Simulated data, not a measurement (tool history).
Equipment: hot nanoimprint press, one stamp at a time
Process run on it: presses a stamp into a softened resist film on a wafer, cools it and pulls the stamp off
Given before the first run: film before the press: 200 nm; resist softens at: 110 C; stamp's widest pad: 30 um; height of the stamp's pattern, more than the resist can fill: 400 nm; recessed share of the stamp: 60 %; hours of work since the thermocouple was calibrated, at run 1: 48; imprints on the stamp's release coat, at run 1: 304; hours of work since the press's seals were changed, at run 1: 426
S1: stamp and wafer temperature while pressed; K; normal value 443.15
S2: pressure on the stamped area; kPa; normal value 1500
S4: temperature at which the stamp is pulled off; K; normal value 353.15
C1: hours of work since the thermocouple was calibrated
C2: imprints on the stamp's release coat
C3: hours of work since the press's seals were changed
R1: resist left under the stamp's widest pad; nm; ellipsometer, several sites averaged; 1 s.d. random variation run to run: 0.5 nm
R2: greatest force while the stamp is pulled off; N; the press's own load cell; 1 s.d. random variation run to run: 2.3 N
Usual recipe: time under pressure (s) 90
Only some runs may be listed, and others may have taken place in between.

run 1 day=0 | S1=443.15 S2=1500 time_under_pressure_(s)=90 S4=353.15 | C1=48 C2=304 C3=426 | R1=89.7 R2=114
run 2 day=0.7 | S1=443.15 S2=1990 time_under_pressure_(s)=90 S4=353.15 | C1=56 C2=359 C3=434 | R1=77.1 R2=112
run 3 day=1.267 | S1=443.15 S2=1220 time_under_pressure_(s)=90 S4=353.15 | C1=63 C2=403 C3=441 | R1=99.4 R2=111
run 4 day=2.008 | S1=443.15 S2=1500 time_under_pressure_(s)=90 S4=353.15 | C1=72 C2=461 C3=450 | R1=89.8 R2=114
run 5 day=3.075 | S1=443.15 S2=1500 time_under_pressure_(s)=90 S4=353.15 | C1=85 C2=544 C3=463 | R1=91 R2=121
run 6 day=3.896 | S1=443.15 S2=1500 time_under_pressure_(s)=90 S4=353.15 | C1=95 C2=608 C3=473 | R1=89.9 R2=118
run 7 day=4.575 | S1=443.15 S2=1500 time_under_pressure_(s)=90 S4=353.15 | C1=104 C2=662 C3=482 | R1=90.1 R2=126
run 8 day=5.712 | S1=443.15 S2=1500 time_under_pressure_(s)=90 S4=353.15 | C1=118 C2=750 C3=496 | R1=91.2 R2=119
-- day=5.946 plate thermocouple calibrated
run 9 day=6.954 | S1=443.15 S2=1500 time_under_pressure_(s)=90 S4=353.15 | C1=12 C2=838 C3=509 | R1=92 R2=131
run 10 day=8.125 | S1=443.15 S2=1500 time_under_pressure_(s)=170 S4=353.15 | C1=27 C2=929 C3=524 | R1=74.4 R2=138

Expected results for the next run?
-- day=8.75 stamp cleaned and given a new release coat
run 11 day=9.042 | S1=453.15 S2=2130 time_under_pressure_(s)=103 S4=350.15 | C1=35 C2=22 C3=532 | R1=? R2=?

R1: 48.4 nm
R2: 98 N
With no hidden state in the tool, this same run would have given R1 45.4 nm, R2 97 N.

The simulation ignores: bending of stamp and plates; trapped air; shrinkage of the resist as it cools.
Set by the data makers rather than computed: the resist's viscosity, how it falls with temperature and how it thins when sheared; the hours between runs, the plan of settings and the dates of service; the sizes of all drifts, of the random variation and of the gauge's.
